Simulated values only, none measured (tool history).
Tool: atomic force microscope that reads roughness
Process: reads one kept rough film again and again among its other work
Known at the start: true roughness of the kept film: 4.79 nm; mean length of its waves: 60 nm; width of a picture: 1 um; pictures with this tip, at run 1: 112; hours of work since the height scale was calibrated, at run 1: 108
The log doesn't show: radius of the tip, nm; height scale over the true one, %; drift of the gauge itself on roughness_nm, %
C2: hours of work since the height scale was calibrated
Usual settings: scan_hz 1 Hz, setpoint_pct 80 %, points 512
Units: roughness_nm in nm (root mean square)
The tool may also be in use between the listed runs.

Run 1, hour 0: usual settings; pictures with this tip 112; C2 108. Result: roughness_nm 3.546 nm (root mean square).
Run 2, hour 13.2: usual settings; pictures with this tip 137; C2 118. Result: roughness_nm 3.426 nm (root mean square).
At hour 15.9: new tip fitted.
Run 3, hour 27: usual settings; pictures with this tip 21; C2 127. Result: roughness_nm 4.007 nm (root mean square).
Run 4, hour 42.8: usual settings but setpoint_pct 56 %; pictures with this tip 51; C2 139. Result: roughness_nm 4.128 nm (root mean square).
Run 5, hour 52.3: usual settings; pictures with this tip 70; C2 146. Result: roughness_nm 3.746 nm (root mean square).
Run 6, hour 59.9: usual settings; pictures with this tip 84; C2 152. Result: roughness_nm 3.71 nm (root mean square).
Run 7, hour 69.6: usual settings; pictures with this tip 102; C2 159. Result: roughness_nm 3.62 nm (root mean square).
Run 8, hour 78.6: usual settings; pictures with this tip 120; C2 166. Result: roughness_nm 3.532 nm (root mean square).
At hour 90.5: new tip fitted.
Run 9, hour 94.3: usual settings but setpoint_pct 86 %; pictures with this tip 8; C2 177. Result: roughness_nm 3.914 nm (root mean square).
Run 10, hour 104.5: usual settings; pictures with this tip 27; C2 185. Result: roughness_nm 3.936 nm (root mean square).
Run 11, hour 120.7: usual settings; pictures with this tip 58; C2 197. Result: roughness_nm 3.817 nm (root mean square).
Run 12, hour 136.3: usual settings but setpoint_pct 66 %; pictures with this tip 88; C2 208. Result: roughness_nm 3.854 nm (root mean square).
Run 13, hour 149.8: usual settings but setpoint_pct 66 %; pictures with this tip 114; C2 218. Result: roughness_nm 3.753 nm (root mean square).
Run 14, hour 159.4: usual settings but scan_hz 1.03 Hz, setpoint_pct 82 %; pictures with this tip 132; C2 225. Result: roughness_nm 3.432 nm (root mean square).
At hour 164.3: new tip fitted.
Run 15, hour 167.2: usual settings but scan_hz 1.61 Hz; pictures with this tip 5; C2 231. Result: roughness_nm 3.869 nm (root mean square).
Run 16, hour 182.5: usual settings but scan_hz 1.61 Hz; pictures with this tip 34; C2 242. Result: roughness_nm 3.713 nm (root mean square).
Run 17, hour 189.5: usual settings but scan_hz 3.93 Hz, setpoint_pct 81 %, points 356; pictures with this tip 48; C2 247. Result: roughness_nm 2.964 nm (root mean square).
Run 18, hour 202.8: usual settings but scan_hz 1.8 Hz; pictures with this tip 73; C2 257. Result: roughness_nm 3.472 nm (root mean square).
Run 19, hour 217.3: usual settings but scan_hz 1.8 Hz; pictures with this tip 101; C2 268. Result: roughness_nm 3.368 nm (root mean square).
Run 20, hour 229.4: usual settings but setpoint_pct 74 %, points 287; pictures with this tip 124; C2 277. Result: roughness_nm 3.583 nm (root mean square).
At hour 239.7: new tip fitted.
Run 21, hour 241: usual settings but scan_hz 3.03 Hz, points 750; pictures with this tip 2; C2 285. Result: roughness_nm 3.445 nm (root mean square).
Run 22, hour 254: usual settings but scan_hz 3.03 Hz, points 750; pictures with this tip 27; C2 295. Result: roughness_nm 3.328 nm (root mean square).

Forecast each of these 5 alternatives for the next run:
Run A, hour 265.4: usual settings but scan_hz 0.83 Hz, points 267; pictures with this tip 49; C2 303. Result: roughness_nm ?.
Run B, hour 265.4: usual settings but setpoint_pct 86 %, points 451; pictures with this tip 49; C2 303. Result: roughness_nm ?.
Run C, hour 265.4: usual settings but scan_hz 3.03 Hz, points 523; pictures with this tip 49; C2 303. Result: roughness_nm ?.
Run D, hour 265.4: usual settings but scan_hz 1.35 Hz, points 750; pictures with this tip 49; C2 303. Result: roughness_nm ?.
Run E, hour 265.4: usual settings but scan_hz 3.03 Hz, points 413; pictures with this tip 49; C2 303. Result: roughness_nm ?.

run  roughness_nm
  A         3.883
  B         3.709
  C         3.212
  D         3.726
  E         3.217
Without the tool's hidden state the same runs would have given:
run  roughness_nm
  A         4.182
  B         3.995
  C          3.46
  D         4.014
  E         3.464

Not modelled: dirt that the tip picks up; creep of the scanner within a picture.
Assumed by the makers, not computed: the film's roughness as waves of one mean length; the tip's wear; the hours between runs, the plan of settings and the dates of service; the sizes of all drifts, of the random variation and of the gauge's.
